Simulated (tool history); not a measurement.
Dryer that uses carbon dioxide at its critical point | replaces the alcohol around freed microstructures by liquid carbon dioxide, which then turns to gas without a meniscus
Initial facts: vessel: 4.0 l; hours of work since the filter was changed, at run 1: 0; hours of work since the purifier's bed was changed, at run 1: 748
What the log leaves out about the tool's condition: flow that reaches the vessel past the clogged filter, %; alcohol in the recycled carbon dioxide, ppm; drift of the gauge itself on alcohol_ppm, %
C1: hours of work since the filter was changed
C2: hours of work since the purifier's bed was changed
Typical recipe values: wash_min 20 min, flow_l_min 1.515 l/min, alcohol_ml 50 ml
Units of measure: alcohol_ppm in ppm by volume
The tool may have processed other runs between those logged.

run 1 hour=0.0 | wash_min=20 flow_l_min=1.515 alcohol_ml=50 | C1=0 C2=748 | alcohol_ppm=88
run 2 hour=54.2 | wash_min=20 flow_l_min=1.515 alcohol_ml=50 | C1=38 C2=786 | alcohol_ppm=92
run 3 hour=100.5 | wash_min=20 flow_l_min=1.515 alcohol_ml=50 | C1=70 C2=818 | alcohol_ppm=96
-- hour=109.0 purifier's bed changed
run 4 hour=150.4 | wash_min=20 flow_l_min=1.515 alcohol_ml=50 | C1=102 C2=29 | alcohol_ppm=70
run 5 hour=204.1 | wash_min=17 flow_l_min=1.515 alcohol_ml=50 | C1=139 C2=66 | alcohol_ppm=141
run 6 hour=246.5 | wash_min=17 flow_l_min=1.515 alcohol_ml=50 | C1=169 C2=95 | alcohol_ppm=148
run 7 hour=288.5 | wash_min=21 flow_l_min=1.515 alcohol_ml=50 | C1=198 C2=124 | alcohol_ppm=73
run 8 hour=317.8 | wash_min=21 flow_l_min=1.515 alcohol_ml=50 | C1=218 C2=145 | alcohol_ppm=65
run 9 hour=378.5 | wash_min=21 flow_l_min=1.515 alcohol_ml=50 | C1=260 C2=187 | alcohol_ppm=74
run 10 hour=424.3 | wash_min=16 flow_l_min=1.515 alcohol_ml=22 | C1=292 C2=218 | alcohol_ppm=106
run 11 hour=480.3 | wash_min=16 flow_l_min=1.750 alcohol_ml=60 | C1=331 C2=257 | alcohol_ppm=149
run 12 hour=517.6 | wash_min=16 flow_l_min=2.490 alcohol_ml=60 | C1=356 C2=283 | alcohol_ppm=31
run 13 hour=564.1 | wash_min=22 flow_l_min=2.090 alcohol_ml=22 | C1=389 C2=315 | alcohol_ppm=21

Entry by entry between the runs, the difference in hidden state between the last listed run before and the first listed run after:
After run 3, before run 4: purifier's bed changed (hour 109.0)
  flow that reaches the vessel past the clogged filter, %: 98 -> 97.4; alcohol in the recycled carbon dioxide, ppm: 38.6 -> 7.5
  measured less the result without the state, alcohol_ppm: +40 -> +11 ppm by volume
